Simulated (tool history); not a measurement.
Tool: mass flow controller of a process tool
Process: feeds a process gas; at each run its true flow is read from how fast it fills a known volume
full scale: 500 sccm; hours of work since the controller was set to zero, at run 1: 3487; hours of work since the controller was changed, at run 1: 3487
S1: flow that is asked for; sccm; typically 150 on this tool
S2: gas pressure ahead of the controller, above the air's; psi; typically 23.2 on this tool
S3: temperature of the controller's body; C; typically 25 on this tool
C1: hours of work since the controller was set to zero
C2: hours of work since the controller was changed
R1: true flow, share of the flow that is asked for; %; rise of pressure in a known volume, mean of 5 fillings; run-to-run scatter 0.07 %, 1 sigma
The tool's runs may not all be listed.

{"run": 1, "day": 0.0, "S1": 150, "S2": 23.2, "S3": 25, "C1": 3487, "C2": 3487, "R1": 98.43}
{"run": 2, "day": 19.192, "S1": 150, "S2": 23.2, "S3": 25, "C1": 3760, "C2": 3760, "R1": 98.55}
{"run": 3, "day": 27.033, "S1": 150, "S2": 23.2, "S3": 25, "C1": 3872, "C2": 3872, "R1": 98.47}
{"run": 4, "day": 45.858, "S1": 150, "S2": 21.8, "S3": 25, "C1": 4139, "C2": 4139, "R1": 98.69}
{"run": 5, "day": 63.096, "S1": 150, "S2": 21.8, "S3": 25, "C1": 4384, "C2": 4384, "R1": 98.54}
{"run": 6, "day": 82.317, "S1": 150, "S2": 21.8, "S3": 25, "C1": 4658, "C2": 4658, "R1": 98.69}
{"run": 7, "day": 93.238, "S1": 150, "S2": 23.2, "S3": 28, "C1": 4813, "C2": 4813, "R1": 98.7}
{"run": 8, "day": 105.646, "S1": 150, "S2": 23.2, "S3": 25, "C1": 4989, "C2": 4989, "R1": 98.51}
{"run": 9, "day": 124.779, "S1": 153, "S2": 23.2, "S3": 25, "C1": 5261, "C2": 5261, "R1": 98.48}
{"run": 10, "day": 134.283, "S1": 150, "S2": 23.2, "S3": 36, "C1": 5397, "C2": 5397, "R1": 98.94}
{"run": 11, "day": 148.308, "S1": 150, "S2": 23.2, "S3": 36, "C1": 5596, "C2": 5596, "R1": 98.95}
{"run": 12, "day": 159.338, "S1": 150, "S2": 23.2, "S3": 36, "C1": 5753, "C2": 5753, "R1": 99.02}
{"run": 13, "day": 174.55, "S1": 150, "S2": 23.2, "S3": 36, "C1": 5969, "C2": 5969, "R1": 98.99}
{"run": 14, "day": 188.362, "S1": 150, "S2": 31.3, "S3": 25, "C1": 6166, "C2": 6166, "R1": 98.09}
{"run": 15, "day": 202.433, "S1": 150, "S2": 23.2, "S3": 33, "C1": 6366, "C2": 6366, "R1": 98.79}
{"day": 213.562, "done": "controller exchanged for a calibrated one"}
{"run": 16, "day": 220.892, "S1": 150, "S2": 23.2, "S3": 33, "C1": 104, "C2": 104, "R1": 98.96}
{"run": 17, "day": 236.892, "S1": 150, "S2": 23.2, "S3": 33, "C1": 332, "C2": 332, "R1": 98.97}
{"run": 18, "day": 249.129, "S1": 150, "S2": 23.2, "S3": 25, "C1": 506, "C2": 506, "R1": 98.45}
{"run": 19, "day": 267.45, "S1": 150, "S2": 23.2, "S3": 25, "C1": 766, "C2": 766, "R1": 98.56}
{"run": 20, "day": 278.671, "S1": 150, "S2": 23.2, "S3": 25, "C1": 926, "C2": 926, "R1": 98.68}
{"run": 21, "day": 286.45, "S1": 150, "S2": 21.9, "S3": 25, "C1": 1036, "C2": 1036, "R1": 98.59}
{"run": 22, "day": 303.512, "S1": 150, "S2": 23.2, "S3": 22, "C1": 1279, "C2": 1279, "R1": 98.4}
{"run": 23, "day": 321.246, "S1": 375, "S2": 23.2, "S3": 25, "C1": 1531, "C2": 1531, "R1": 99.69}
{"run": 24, "day": 334.9, "S1": 375, "S2": 23.2, "S3": 25, "C1": 1725, "C2": 1725, "R1": 99.61}
{"run": 25, "day": 348.733, "S1": 179, "S2": 37.7, "S3": 25, "C1": 1922, "C2": 1922, "R1": 97.85}
{"run": 26, "day": 365.775, "S1": 179, "S2": 37.7, "S3": 25, "C1": 2164, "C2": 2164, "R1": 97.93}
{"run": 27, "day": 375.142, "S1": 179, "S2": 37.7, "S3": 25, "C1": 2298, "C2": 2298, "R1": 97.86}
{"run": 28, "day": 387.808, "S1": 150, "S2": 23.2, "S3": 25, "C1": 2478, "C2": 2478, "R1": 98.48}
{"run": 29, "day": 397.233, "S1": 150, "S2": 23.2, "S3": 25, "C1": 2612, "C2": 2612, "R1": 98.51}
{"run": 30, "day": 414.146, "S1": 150, "S2": 35.5, "S3": 31, "C1": 2852, "C2": 2852, "R1": 98.12}
{"run": 31, "day": 430.154, "S1": 150, "S2": 39.5, "S3": 28, "C1": 3080, "C2": 3080, "R1": 97.86}
{"run": 32, "day": 441.375, "S1": 150, "S2": 35.8, "S3": 23, "C1": 3239, "C2": 3239, "R1": 97.85}
{"run": 33, "day": 451.288, "S1": 150, "S2": 21.2, "S3": 29, "C1": 3380, "C2": 3380, "R1": 98.81}
{"run": 34, "day": 466.458, "S1": 150, "S2": 23.2, "S3": 29, "C1": 3596, "C2": 3596, "R1": 98.64}
{"run": 35, "day": 484.838, "S1": 150, "S2": 23.2, "S3": 23, "C1": 3857, "C2": 3857, "R1": 98.48}
{"run": 36, "day": 497.467, "S1": 150, "S2": 23.2, "S3": 23, "C1": 4037, "C2": 4037, "R1": 98.45}
{"run": 37, "day": 511.125, "S1": 150, "S2": 23.2, "S3": 23, "C1": 4231, "C2": 4231, "R1": 98.51}
{"run": 38, "day": 523.65, "S1": 144, "S2": 35.5, "S3": 23, "C1": 4409, "C2": 4409, "R1": 97.73}
{"run": 39, "day": 541.562, "S1": 144, "S2": 35.5, "S3": 23, "C1": 4664, "C2": 4664, "R1": 97.78}
{"run": 40, "day": 558.783, "S1": 155, "S2": 35.5, "S3": 34, "C1": 4909, "C2": 4909, "R1": 98.34}
{"run": 41, "day": 574.379, "S1": 155, "S2": 35.5, "S3": 34, "C1": 5131, "C2": 5131, "R1": 98.12}
{"run": 42, "day": 593.512, "S1": 155, "S2": 35.5, "S3": 34, "C1": 5403, "C2": 5403, "R1": 98.2}
{"run": 43, "day": 601.638, "S1": 113, "S2": 23.1, "S3": 27, "C1": 5518, "C2": 5518, "R1": 98.35}
{"run": 44, "day": 613.192, "S1": 113, "S2": 23.1, "S3": 27, "C1": 5682, "C2": 5682, "R1": 98.42}
{"run": 45, "day": 631.804, "S1": 150, "S2": 30.9, "S3": 29, "C1": 5947, "C2": 5947, "R1": 98.2}
{"run": 46, "day": 650.225, "S1": 150, "S2": 30.5, "S3": 24, "C1": 6209, "C2": 6209, "R1": 97.91}
{"run": 47, "day": 661.158, "S1": 150, "S2": 30.5, "S3": 24, "C1": 6364, "C2": 6364, "R1": 98.01}
{"day": 672.338, "done": "controller exchanged for a calibrated one"}
{"run": 48, "day": 679.362, "S1": 150, "S2": 30.5, "S3": 24, "C1": 100, "C2": 100, "R1": 98.12}

Each row is a separate what-if for the run after 48, all from the same tool condition, not one after another. Results?
{"run": "A", "day": 688.325, "S1": 150, "S2": 26.1, "S3": 24, "C1": 227, "C2": 227, "R1": "?"}
{"run": "B", "day": 688.325, "S1": 450, "S2": 23.2, "S3": 25, "C1": 227, "C2": 227, "R1": "?"}
{"run": "C", "day": 688.325, "S1": 150, "S2": 22.8, "S3": 24, "C1": 227, "C2": 227, "R1": "?"}
{"run": "D", "day": 688.325, "S1": 170, "S2": 30.5, "S3": 24, "C1": 227, "C2": 227, "R1": "?"}

run=A R1=98.33
run=B R1=100.01
run=C R1=98.46
run=D R1=98.32
With the hidden condition removed and each run's random variation left untouched, the same runs would have given:
run=A R1=98.33
run=B R1=100.01
run=C R1=98.46
run=D R1=98.32

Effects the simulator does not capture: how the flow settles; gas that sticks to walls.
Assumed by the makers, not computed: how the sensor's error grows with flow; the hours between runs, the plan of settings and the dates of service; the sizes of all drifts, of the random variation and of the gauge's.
